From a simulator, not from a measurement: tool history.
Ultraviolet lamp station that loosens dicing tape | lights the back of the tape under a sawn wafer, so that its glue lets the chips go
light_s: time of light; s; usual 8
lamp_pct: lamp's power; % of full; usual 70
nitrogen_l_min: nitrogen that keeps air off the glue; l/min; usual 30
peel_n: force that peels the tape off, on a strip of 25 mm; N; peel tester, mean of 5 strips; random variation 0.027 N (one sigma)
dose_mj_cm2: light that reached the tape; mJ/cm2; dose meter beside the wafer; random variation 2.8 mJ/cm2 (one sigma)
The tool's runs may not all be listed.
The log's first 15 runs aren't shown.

run,hour,light_s,lamp_pct,nitrogen_l_min,peel_n,dose_mj_cm2
16,485.9,8,70,9,3.806,322
17,524.4,9,70,9,3.359,362
# hour 553.8: window cleaned of glue's vapour, once more
18,553.8,8,77,30,1.502,375
19,598.7,8,70,30,1.771,339
20,635.1,8,70,30,1.846,337
21,679.4,8,70,30,1.825,337
22,709.1,15,90,25,0.375,789
23,755.8,15,90,25,0.386,791
24,799.2,10,67,29,1.477,390
25,841.6,11,67,29,1.226,425
26,875.5,10,93,30,0.743,534
27,910.0,7,70,43,2.013,279
28,951.4,5,84,28,3.100,235
29,982.4,12,78,53,0.502,520
30,1015.9,12,62,53,0.842,412

The next listed run, before its measurement:
31,1053.1,5,94,30,?,?

Run 31 gave peel_n 2.603 N, dose_mj_cm2 258 mJ/cm2.
Without the tool's hidden state the same run would have given peel_n 1.758 N, dose_mj_cm2 336 mJ/cm2.
